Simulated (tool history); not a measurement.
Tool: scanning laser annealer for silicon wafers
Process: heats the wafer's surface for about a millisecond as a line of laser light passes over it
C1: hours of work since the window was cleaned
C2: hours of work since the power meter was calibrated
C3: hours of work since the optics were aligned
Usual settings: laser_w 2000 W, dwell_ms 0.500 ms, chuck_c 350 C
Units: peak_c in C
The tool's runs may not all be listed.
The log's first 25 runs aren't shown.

run 26 day=32.679 | laser_w=1809 dwell_ms=0.423 chuck_c=322 | C1=599 C2=899 C3=1027 | peak_c=956
-- day=32.854 window over the wafer cleaned
run 27 day=34.196 | laser_w=1809 dwell_ms=0.423 chuck_c=322 | C1=25 C2=926 C3=1053 | peak_c=970
-- day=35.542 optics aligned, line set to its width
run 28 day=35.933 | laser_w=1830 dwell_ms=0.606 chuck_c=384 | C1=54 C2=955 C3=7 | peak_c=1185
run 29 day=36.688 | laser_w=2000 dwell_ms=0.500 chuck_c=324 | C1=68 C2=969 C3=22 | peak_c=1109
run 30 day=38.071 | laser_w=2072 dwell_ms=0.505 chuck_c=350 | C1=94 C2=995 C3=48 | peak_c=1161
run 31 day=39.442 | laser_w=1896 dwell_ms=0.505 chuck_c=363 | C1=120 C2=1021 C3=73 | peak_c=1109
run 32 day=40.925 | laser_w=1896 dwell_ms=0.504 chuck_c=360 | C1=148 C2=1049 C3=101 | peak_c=1106
run 33 day=41.758 | laser_w=1896 dwell_ms=0.504 chuck_c=360 | C1=163 C2=1064 C3=117 | peak_c=1101
run 34 day=42.629 | laser_w=1896 dwell_ms=0.504 chuck_c=360 | C1=180 C2=1081 C3=133 | peak_c=1108
run 35 day=43.771 | laser_w=1896 dwell_ms=0.408 chuck_c=343 | C1=201 C2=1102 C3=155 | peak_c=1005
run 36 day=44.617 | laser_w=1811 dwell_ms=0.525 chuck_c=350 | C1=217 C2=1118 C3=171 | peak_c=1081
run 37 day=45.742 | laser_w=1811 dwell_ms=0.525 chuck_c=350 | C1=238 C2=1139 C3=192 | peak_c=1078

Forecast each of these 5 alternatives for the next run:
run A day=46.525 | laser_w=1811 dwell_ms=0.451 chuck_c=350 | C1=253 C2=1154 C3=207 | peak_c=?
run B day=46.525 | laser_w=1958 dwell_ms=0.525 chuck_c=389 | C1=253 C2=1154 C3=207 | peak_c=?
run C day=46.525 | laser_w=1736 dwell_ms=0.362 chuck_c=352 | C1=253 C2=1154 C3=207 | peak_c=?
run D day=46.525 | laser_w=1996 dwell_ms=0.436 chuck_c=338 | C1=253 C2=1154 C3=207 | peak_c=?
run E day=46.525 | laser_w=2000 dwell_ms=0.602 chuck_c=387 | C1=253 C2=1154 C3=207 | peak_c=?

run=A peak_c=1019
run=B peak_c=1173
run=C peak_c=922
run=D peak_c=1060
run=E peak_c=1248
Without the tool's hidden state the same runs would have given:
run=A peak_c=1026
run=B peak_c=1181
run=C peak_c=928
run=D peak_c=1067
run=E peak_c=1257
